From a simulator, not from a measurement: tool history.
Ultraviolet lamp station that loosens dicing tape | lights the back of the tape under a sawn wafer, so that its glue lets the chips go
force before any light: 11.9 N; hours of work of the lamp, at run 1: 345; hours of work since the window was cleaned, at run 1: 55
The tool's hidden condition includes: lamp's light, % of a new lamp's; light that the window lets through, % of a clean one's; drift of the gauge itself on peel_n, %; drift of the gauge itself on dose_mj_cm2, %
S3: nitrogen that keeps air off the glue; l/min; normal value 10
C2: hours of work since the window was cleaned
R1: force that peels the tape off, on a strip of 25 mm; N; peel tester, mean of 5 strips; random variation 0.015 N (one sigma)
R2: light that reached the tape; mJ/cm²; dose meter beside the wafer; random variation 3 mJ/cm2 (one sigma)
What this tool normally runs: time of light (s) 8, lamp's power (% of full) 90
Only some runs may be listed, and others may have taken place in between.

run 1 hour=0.0 | time_of_light_(s)=8 lamp's_power_(%_of_full)=90 S3=10 | hours_of_work_of_the_lamp=345 C2=55 | R1=0.819 R2=424
run 2 hour=34.5 | time_of_light_(s)=8 lamp's_power_(%_of_full)=90 S3=10 | hours_of_work_of_the_lamp=371 C2=81 | R1=0.830 R2=417
run 3 hour=84.6 | time_of_light_(s)=8 lamp's_power_(%_of_full)=90 S3=10 | hours_of_work_of_the_lamp=408 C2=118 | R1=0.903 R2=408
run 4 hour=111.1 | time_of_light_(s)=8 lamp's_power_(%_of_full)=90 S3=10 | hours_of_work_of_the_lamp=428 C2=138 | R1=0.919 R2=402
run 5 hour=137.8 | time_of_light_(s)=8 lamp's_power_(%_of_full)=90 S3=10 | hours_of_work_of_the_lamp=448 C2=158 | R1=0.932 R2=403
run 6 hour=178.8 | time_of_light_(s)=8 lamp's_power_(%_of_full)=90 S3=10 | hours_of_work_of_the_lamp=479 C2=189 | R1=0.985 R2=393
run 7 hour=202.5 | time_of_light_(s)=8 lamp's_power_(%_of_full)=76 S3=10 | hours_of_work_of_the_lamp=497 C2=207 | R1=1.508 R2=329
run 8 hour=231.0 | time_of_light_(s)=8 lamp's_power_(%_of_full)=76 S3=10 | hours_of_work_of_the_lamp=519 C2=229 | R1=1.451 R2=325
-- hour=242.8 window cleaned of glue's vapour
run 9 hour=280.3 | time_of_light_(s)=8 lamp's_power_(%_of_full)=90 S3=10 | hours_of_work_of_the_lamp=555 C2=28 | R1=1.214 R2=360
run 10 hour=315.9 | time_of_light_(s)=5 lamp's_power_(%_of_full)=90 S3=10 | hours_of_work_of_the_lamp=582 C2=55 | R1=2.873 R2=217
run 11 hour=353.2 | time_of_light_(s)=8 lamp's_power_(%_of_full)=87 S3=10 | hours_of_work_of_the_lamp=610 C2=83 | R1=1.421 R2=331
run 12 hour=398.0 | time_of_light_(s)=8 lamp's_power_(%_of_full)=87 S3=10 | hours_of_work_of_the_lamp=644 C2=117 | R1=1.416 R2=324
run 13 hour=433.6 | time_of_light_(s)=8 lamp's_power_(%_of_full)=87 S3=10 | hours_of_work_of_the_lamp=671 C2=144 | R1=1.521 R2=328
run 14 hour=482.7 | time_of_light_(s)=8 lamp's_power_(%_of_full)=87 S3=10 | hours_of_work_of_the_lamp=708 C2=181 | R1=1.534 R2=319
-- hour=492.6 window cleaned of glue's vapour, once more
run 15 hour=526.5 | time_of_light_(s)=7 lamp's_power_(%_of_full)=77 S3=15 | hours_of_work_of_the_lamp=741 C2=26 | R1=1.312 R2=299
run 16 hour=560.1 | time_of_light_(s)=6 lamp's_power_(%_of_full)=76 S3=5 | hours_of_work_of_the_lamp=766 C2=51 | R1=3.328 R2=251
run 17 hour=601.2 | time_of_light_(s)=6 lamp's_power_(%_of_full)=76 S3=6 | hours_of_work_of_the_lamp=797 C2=82 | R1=3.281 R2=246
run 18 hour=630.2 | time_of_light_(s)=15 lamp's_power_(%_of_full)=89 S3=6 | hours_of_work_of_the_lamp=819 C2=104 | R1=0.360 R2=712
run 19 hour=653.0 | time_of_light_(s)=15 lamp's_power_(%_of_full)=89 S3=6 | hours_of_work_of_the_lamp=836 C2=121 | R1=0.379 R2=704
run 20 hour=698.7 | time_of_light_(s)=15 lamp's_power_(%_of_full)=90 S3=10 | hours_of_work_of_the_lamp=870 C2=155 | R1=0.239 R2=703
run 21 hour=724.5 | time_of_light_(s)=11 lamp's_power_(%_of_full)=90 S3=7 | hours_of_work_of_the_lamp=890 C2=175 | R1=0.752 R2=509
run 22 hour=768.4 | time_of_light_(s)=5 lamp's_power_(%_of_full)=99 S3=7 | hours_of_work_of_the_lamp=923 C2=208 | R1=2.802 R2=251
run 23 hour=789.1 | time_of_light_(s)=8 lamp's_power_(%_of_full)=80 S3=10 | hours_of_work_of_the_lamp=938 C2=223 | R1=1.498 R2=322
-- hour=808.1 window cleaned of glue's vapour
run 24 hour=825.6 | time_of_light_(s)=4 lamp's_power_(%_of_full)=91 S3=3 | hours_of_work_of_the_lamp=965 C2=13 | R1=5.426 R2=197
run 25 hour=870.3 | time_of_light_(s)=8 lamp's_power_(%_of_full)=90 S3=19 | hours_of_work_of_the_lamp=999 C2=47 | R1=0.634 R2=380
run 26 hour=893.1 | time_of_light_(s)=9 lamp's_power_(%_of_full)=90 S3=4 | hours_of_work_of_the_lamp=1016 C2=64 | R1=1.734 R2=428
run 27 hour=931.0 | time_of_light_(s)=9 lamp's_power_(%_of_full)=90 S3=4 | hours_of_work_of_the_lamp=1045 C2=93 | R1=1.811 R2=423

Run 28 comes next. What will it give?
run 28 hour=955.2 | time_of_light_(s)=8 lamp's_power_(%_of_full)=90 S3=6 | hours_of_work_of_the_lamp=1063 C2=111 | R1=? R2=?

R1: 1.723 N
R2: 368 mJ/cm²
The same run, on a tool lacking any hidden state, would have yielded R1 1.105 N, R2 459 mJ/cm².
